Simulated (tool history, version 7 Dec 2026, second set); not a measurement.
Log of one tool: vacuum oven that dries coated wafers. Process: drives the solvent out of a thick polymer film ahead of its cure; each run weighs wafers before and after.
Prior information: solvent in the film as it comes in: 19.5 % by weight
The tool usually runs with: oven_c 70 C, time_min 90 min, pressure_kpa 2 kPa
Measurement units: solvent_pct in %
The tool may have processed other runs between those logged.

run,hour,oven_c,time_min,pressure_kpa,solvent_pct
1,0,70,90,2,2.56
2,85.9,70,90,2,2.53
3,138.9,70,90,2,2.49
4,249,70,90,2,2.54
5,374.8,70,77,2,3.05
6,483.9,70,90,2,2.52
7,600.6,70,90,2,2.51
8,666.5,70,90,2,2.53
# hour 741.5: oven's thermocouples calibrated
9,751.4,70,90,2,2.55
10,832.5,70,90,2,2.55
11,942.8,70,90,2,2.51
12,1049.2,70,90,1.95,2.49
13,1115.1,70,90,2,2.51
14,1219.9,70,90,2,2.54
15,1274.6,70,90,2,2.53
16,1376.3,70,90,2,2.53
17,1477.7,70,90,2,2.55
18,1583.9,70,90,2,2.48
# hour 1595.3: oven's thermocouples calibrated
19,1669.1,70,90,2,2.53
20,1725.2,70,90,2,2.59
21,1792.8,70,90,2,2.52
22,1858.8,70,90,2,2.57
23,1932.5,70,90,2,2.52
24,2026.7,70,90,2,2.49
25,2095.1,75,90,4.84,2.89
26,2190.9,63,55,2.54,7.88
27,2258.5,72,139,3.28,2.17
28,2339,82,46,3.52,2.13

Run 29 has not been measured yet. What should we expect?
# hour 2441.3: oven's thermocouples calibrated
29,2441.3,82,91,3.52,?

{"run 29": {"solvent_pct": 1.49}}
Take away the tool's hidden state, keep the run-to-run variation as it was, and the same run would have given solvent_pct 1.48 %.
